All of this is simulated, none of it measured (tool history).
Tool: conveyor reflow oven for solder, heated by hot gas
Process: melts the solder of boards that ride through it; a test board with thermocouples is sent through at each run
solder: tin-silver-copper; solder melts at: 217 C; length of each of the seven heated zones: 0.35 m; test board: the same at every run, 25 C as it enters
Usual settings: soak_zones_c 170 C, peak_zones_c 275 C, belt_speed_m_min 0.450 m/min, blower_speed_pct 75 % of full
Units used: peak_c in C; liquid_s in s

run 1 hour=0.0 | soak_zones_c=170 peak_zones_c=275 belt_speed_m_min=0.450 blower_speed_pct=75 | peak_c=262.8 liquid_s=77.7
run 2 hour=9.6 | soak_zones_c=170 peak_zones_c=275 belt_speed_m_min=0.450 blower_speed_pct=75 | peak_c=262.5 liquid_s=76.9
run 3 hour=18.4 | soak_zones_c=170 peak_zones_c=275 belt_speed_m_min=0.512 blower_speed_pct=75 | peak_c=259.2 liquid_s=64.8
run 4 hour=29.4 | soak_zones_c=170 peak_zones_c=275 belt_speed_m_min=0.512 blower_speed_pct=75 | peak_c=258.4 liquid_s=64.4
run 5 hour=41.2 | soak_zones_c=170 peak_zones_c=275 belt_speed_m_min=0.512 blower_speed_pct=75 | peak_c=257.9 liquid_s=64.7
run 6 hour=55.6 | soak_zones_c=170 peak_zones_c=275 belt_speed_m_min=0.512 blower_speed_pct=75 | peak_c=257.7 liquid_s=64.6
run 7 hour=67.8 | soak_zones_c=170 peak_zones_c=280 belt_speed_m_min=0.450 blower_speed_pct=75 | peak_c=267.4 liquid_s=79.8
run 8 hour=85.1 | soak_zones_c=170 peak_zones_c=275 belt_speed_m_min=0.450 blower_speed_pct=75 | peak_c=262.4 liquid_s=77.3
-- hour=92.7 flux residue cleaned out of gas plates and filters
run 9 hour=104.3 | soak_zones_c=170 peak_zones_c=275 belt_speed_m_min=0.450 blower_speed_pct=75 | peak_c=262.3 liquid_s=77.5
run 10 hour=116.1 | soak_zones_c=170 peak_zones_c=275 belt_speed_m_min=0.505 blower_speed_pct=75 | peak_c=259.5 liquid_s=66.3
run 11 hour=126.8 | soak_zones_c=170 peak_zones_c=275 belt_speed_m_min=0.505 blower_speed_pct=75 | peak_c=259.6 liquid_s=65.9
run 12 hour=138.0 | soak_zones_c=170 peak_zones_c=275 belt_speed_m_min=0.505 blower_speed_pct=75 | peak_c=259.4 liquid_s=66.1
run 13 hour=149.9 | soak_zones_c=170 peak_zones_c=275 belt_speed_m_min=0.505 blower_speed_pct=75 | peak_c=259.8 liquid_s=66.0
run 14 hour=159.7 | soak_zones_c=163 peak_zones_c=275 belt_speed_m_min=0.505 blower_speed_pct=75 | peak_c=257.9 liquid_s=63.2
run 15 hour=176.0 | soak_zones_c=163 peak_zones_c=275 belt_speed_m_min=0.505 blower_speed_pct=75 | peak_c=258.5 liquid_s=62.9
run 16 hour=189.8 | soak_zones_c=157 peak_zones_c=275 belt_speed_m_min=0.498 blower_speed_pct=75 | peak_c=257.8 liquid_s=61.9
run 17 hour=197.5 | soak_zones_c=157 peak_zones_c=275 belt_speed_m_min=0.498 blower_speed_pct=75 | peak_c=257.6 liquid_s=61.7
run 18 hour=216.2 | soak_zones_c=176 peak_zones_c=275 belt_speed_m_min=0.498 blower_speed_pct=75 | peak_c=260.4 liquid_s=70.4
run 19 hour=231.7 | soak_zones_c=179 peak_zones_c=275 belt_speed_m_min=0.450 blower_speed_pct=77 | peak_c=264.3 liquid_s=82.0
run 20 hour=243.0 | soak_zones_c=179 peak_zones_c=275 belt_speed_m_min=0.450 blower_speed_pct=77 | peak_c=264.8 liquid_s=81.4
run 21 hour=256.5 | soak_zones_c=179 peak_zones_c=264 belt_speed_m_min=0.450 blower_speed_pct=90 | peak_c=255.3 liquid_s=77.2
run 22 hour=271.4 | soak_zones_c=182 peak_zones_c=289 belt_speed_m_min=0.382 blower_speed_pct=77 | peak_c=282.1 liquid_s=107.0
run 23 hour=281.0 | soak_zones_c=170 peak_zones_c=275 belt_speed_m_min=0.467 blower_speed_pct=76 | peak_c=262.1 liquid_s=73.4
run 24 hour=289.4 | soak_zones_c=170 peak_zones_c=285 belt_speed_m_min=0.419 blower_speed_pct=76 | peak_c=274.6 liquid_s=89.9
run 25 hour=307.1 | soak_zones_c=159 peak_zones_c=275 belt_speed_m_min=0.450 blower_speed_pct=75 | peak_c=261.1 liquid_s=72.7
-- hour=314.6 belt drive overhauled, speed set with a stopwatch
run 26 hour=324.1 | soak_zones_c=159 peak_zones_c=275 belt_speed_m_min=0.450 blower_speed_pct=75 | peak_c=262.0 liquid_s=72.8
run 27 hour=338.4 | soak_zones_c=159 peak_zones_c=275 belt_speed_m_min=0.450 blower_speed_pct=75 | peak_c=262.0 liquid_s=72.9
run 28 hour=355.6 | soak_zones_c=170 peak_zones_c=289 belt_speed_m_min=0.498 blower_speed_pct=75 | peak_c=271.8 liquid_s=74.4
run 29 hour=368.8 | soak_zones_c=180 peak_zones_c=270 belt_speed_m_min=0.450 blower_speed_pct=76 | peak_c=260.2 liquid_s=79.7
run 30 hour=383.9 | soak_zones_c=170 peak_zones_c=275 belt_speed_m_min=0.450 blower_speed_pct=64 | peak_c=261.8 liquid_s=75.9

What if the next run were any one of these 4? Each begins from the tool's condition after run 30:
run A hour=395.3 | soak_zones_c=157 peak_zones_c=275 belt_speed_m_min=0.470 blower_speed_pct=85 | peak_c=? liquid_s=?
run B hour=395.3 | soak_zones_c=165 peak_zones_c=275 belt_speed_m_min=0.470 blower_speed_pct=64 | peak_c=? liquid_s=?
run C hour=395.3 | soak_zones_c=164 peak_zones_c=275 belt_speed_m_min=0.450 blower_speed_pct=75 | peak_c=? liquid_s=?
run D hour=395.3 | soak_zones_c=159 peak_zones_c=285 belt_speed_m_min=0.400 blower_speed_pct=64 | peak_c=? liquid_s=?

run=A peak_c=261.7 liquid_s=68.9
run=B peak_c=258.9 liquid_s=69.0
run=C peak_c=261.7 liquid_s=74.7
run=D peak_c=272.4 liquid_s=89.2
Had the tool no hidden state, the same runs would have come out as:
run=A peak_c=261.7 liquid_s=68.9
run=B peak_c=259.0 liquid_s=69.1
run=C peak_c=261.7 liquid_s=74.7
run=D peak_c=272.4 liquid_s=89.3
